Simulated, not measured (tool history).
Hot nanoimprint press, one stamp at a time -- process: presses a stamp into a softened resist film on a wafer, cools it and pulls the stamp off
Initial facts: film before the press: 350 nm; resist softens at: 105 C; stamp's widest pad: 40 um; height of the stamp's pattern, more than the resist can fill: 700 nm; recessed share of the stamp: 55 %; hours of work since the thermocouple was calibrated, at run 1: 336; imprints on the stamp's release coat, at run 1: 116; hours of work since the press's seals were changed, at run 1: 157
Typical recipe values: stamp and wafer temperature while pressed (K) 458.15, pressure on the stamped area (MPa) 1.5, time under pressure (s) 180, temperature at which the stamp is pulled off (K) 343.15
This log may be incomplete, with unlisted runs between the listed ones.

| run | hour | stamp and wafer temperature while pressed (K) | pressure on the stamped area (MPa) | time under pressure (s) | temperature at which the stamp is pulled off (K) | hours of work since the thermocouple was calibrated | imprints on the stamp's release coat | hours of work since the press's seals were changed | resist left under the stamp's widest pad (angstrom) | greatest force while the stamp is pulled off (N) |
|---|---|---|---|---|---|---|---|---|---|---|
| 1 | 0 | 458.15 | 1.5 | 180 | 343.15 | 336 | 116 | 157 | 1743 | 118 |
| 2 | 16.4 | 458.15 | 1.78 | 180 | 343.15 | 344 | 183 | 166 | 1623 | 115 |
| 3 | 35.4 | 458.15 | 1.78 | 180 | 343.15 | 354 | 261 | 176 | 1625 | 119 |
| 4 | 48.4 | 458.15 | 1.5 | 180 | 343.15 | 361 | 315 | 183 | 1747 | 118 |
| 5 | 65.4 | 458.15 | 1.63 | 180 | 343.15 | 370 | 384 | 192 | 1712 | 119 |
| 6 | 77.1 | 458.15 | 1.63 | 180 | 343.15 | 377 | 432 | 198 | 1695 | 118 |
|  | 102.3 | stamp cleaned and given a new release coat |
| 7 | 103.4 | 458.15 | 1.63 | 180 | 343.15 | 387 | 4 | 209 | 1695 | 119 |

Expected results for the next run?
| 8 | 121.1 | 458.15 | 1.13 | 273 | 343.15 | 397 | 77 | 219 | ? | ? |

{"run 8": {"resist left under the stamp's widest pad (angstrom)": 1668, "greatest force while the stamp is pulled off (N)": 117}}
On a tool with no hidden condition, and with the same random variation, this run would have come out at resist left under the stamp's widest pad (angstrom) 1658, greatest force while the stamp is pulled off (N) 117.
